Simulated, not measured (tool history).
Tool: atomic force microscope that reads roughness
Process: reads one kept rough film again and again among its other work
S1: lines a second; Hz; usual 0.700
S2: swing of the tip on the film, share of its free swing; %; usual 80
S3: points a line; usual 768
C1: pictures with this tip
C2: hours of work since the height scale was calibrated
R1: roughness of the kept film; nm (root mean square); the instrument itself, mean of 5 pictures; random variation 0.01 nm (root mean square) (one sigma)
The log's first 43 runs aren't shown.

run 44 day=61.504 | S1=2.472 S2=80 S3=768 | C1=132 C2=1457 | R1=1.941
run 45 day=62.679 | S1=0.694 S2=57 S3=324 | C1=154 C2=1470 | R1=1.974
run 46 day=64.458 | S1=1.700 S2=80 S3=386 | C1=187 C2=1489 | R1=1.862
run 47 day=66.071 | S1=1.700 S2=80 S3=386 | C1=217 C2=1507 | R1=1.787
run 48 day=67.408 | S1=0.620 S2=86 S3=422 | C1=242 C2=1522 | R1=1.788
run 49 day=69.117 | S1=0.620 S2=86 S3=422 | C1=274 C2=1541 | R1=1.746
run 50 day=70.642 | S1=0.620 S2=82 S3=422 | C1=303 C2=1558 | R1=1.694
-- day=71.325 new tip fitted
run 51 day=72.029 | S1=0.700 S2=85 S3=589 | C1=13 C2=1573 | R1=2.300
run 52 day=73.546 | S1=0.700 S2=77 S3=589 | C1=42 C2=1590 | R1=2.227
run 53 day=74.917 | S1=0.700 S2=77 S3=589 | C1=68 C2=1605 | R1=2.172

Forecast each of these 4 alternatives for the next run:
run A day=76.375 | S1=3.227 S2=85 S3=492 | C1=95 C2=1621 | R1=?
run B day=76.375 | S1=3.806 S2=83 S3=806 | C1=95 C2=1621 | R1=?
run C day=76.375 | S1=1.378 S2=79 S3=768 | C1=95 C2=1621 | R1=?
run D day=76.375 | S1=0.782 S2=88 S3=296 | C1=95 C2=1621 | R1=?

run=A R1=1.924
run=B R1=1.922
run=C R1=2.058
run=D R1=2.043
Without the tool's hidden state the same runs would have given:
run=A R1=2.174
run=B R1=2.173
run=C R1=2.327
run=D R1=2.309
